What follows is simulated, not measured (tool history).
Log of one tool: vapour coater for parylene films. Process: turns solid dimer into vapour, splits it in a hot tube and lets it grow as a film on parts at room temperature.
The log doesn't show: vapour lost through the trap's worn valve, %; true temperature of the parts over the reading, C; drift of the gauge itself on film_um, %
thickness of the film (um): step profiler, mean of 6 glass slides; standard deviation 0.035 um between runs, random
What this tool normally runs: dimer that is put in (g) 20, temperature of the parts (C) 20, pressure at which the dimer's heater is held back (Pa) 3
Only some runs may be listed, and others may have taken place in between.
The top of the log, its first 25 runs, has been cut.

run,hour,dimer that is put in (g),temperature of the parts (C),pressure at which the dimer's heater is held back (Pa),hours of work since the trap's valve was overhauled,hours of work since the table's thermometer was calibrated,thickness of the film (um)
26,1195.2,28,20,3,190,1218,4.73
27,1231.5,16,14,3,220,1249,3.42
28,1292.8,20,12,4.11,272,1300,4.44
29,1358.6,10,13,4.03,328,1356,2.09
30,1408.2,20,25,3,370,1398,2.61
31,1456.1,20,20,6.66,411,1439,2.78
# hour 1469.4: trap's valve overhauled
32,1507.2,9,17,11.89,32,1479,1.3
33,1535,9,17,11.89,56,1502,1.32
34,1578.9,9,12,4.44,93,1540,1.9
35,1622.5,9,12,4.44,130,1577,1.96
36,1673.9,9,12,4.44,173,1620,1.9
37,1738.2,9,17,3,228,1675,1.68
38,1798.8,9,17,3,279,1726,1.63
39,1858.1,10,18,4.36,329,1776,1.63

3 options for the next run, each taken on its own from the tool as it stands now. Forecast them:
A,1903,27,27,10.11,368,1814,?
B,1903,14,31,3.51,368,1814,?
C,1903,29,20,5.77,368,1814,?

run,thickness of the film (um)
A,2.56
B,1.34
C,4.07
Had the tool no hidden state, the same runs would have come out as:
run,thickness of the film (um)
A,2.83
B,1.48
C,4.49

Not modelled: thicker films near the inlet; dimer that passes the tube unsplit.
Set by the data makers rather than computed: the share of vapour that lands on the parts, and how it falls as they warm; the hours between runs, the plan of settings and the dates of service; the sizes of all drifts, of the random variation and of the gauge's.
